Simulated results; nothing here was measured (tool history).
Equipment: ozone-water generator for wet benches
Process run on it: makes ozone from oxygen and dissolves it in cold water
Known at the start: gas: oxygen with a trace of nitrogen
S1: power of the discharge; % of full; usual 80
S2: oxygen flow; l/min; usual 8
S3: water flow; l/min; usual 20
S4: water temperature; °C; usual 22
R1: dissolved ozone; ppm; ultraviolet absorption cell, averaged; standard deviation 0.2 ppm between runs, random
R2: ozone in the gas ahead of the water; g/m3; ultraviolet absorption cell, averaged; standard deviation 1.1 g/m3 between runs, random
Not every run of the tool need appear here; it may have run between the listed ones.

run    hour  S1     S2  S3  S4    R1     R2
  1       0  80      8  20  22  23.9  173.4
       64.4  -- water thermometer calibrated
  2   127.9  98      8  20  22  27.8  202.2
  3   269.4  80      8  20  17    26  173.1
  4   399.1  80      8  20  22  23.3    172
  5   493.7  80      8  20  16  26.4  172.8
  6   660.4  80      8  20  16  25.8  168.9
  7   862.6  80      8  20  16  25.6  167.5
  8  1015.5  80   4.53  19  30    22  230.5
  9  1211.3  61      8  18  17  21.8  134.9
 10  1382.3  43   5.31  18  17    17  130.3
 11  1592.3  43   5.31  18  17  17.2  129.7
 12  1723.9  70   8.71  29  22  15.9  142.4
 13  1826.1  80  10.34  20  17  23.8  143.7
 14  2004.6  62  10.34  19  18  19.7  117.5

Some steps in R1, run to run, broken into two amounts with sign: the step expected even without the hidden condition (settings, incoming material, random variation), and the rest, left for the hidden condition together with whatever gauge scatter is not in both the measured and the hidden-condition-free result:
The tool's hidden condition here consists of: yield of the discharge, % of new electrodes'; contactor's efficiency, % of a clean one's; true water temperature over the reading, C; drift of the gauge itself on ozone_ppm, %; drift of the gauge itself on gas_g_m3, %.
Run 12 -> 13: S1 70 -> 80, S2 8.71 -> 10.34, S3 29 -> 20, S4 22 -> 17. R1 +7.9 ppm: hidden state -2.3, all else +10.2.
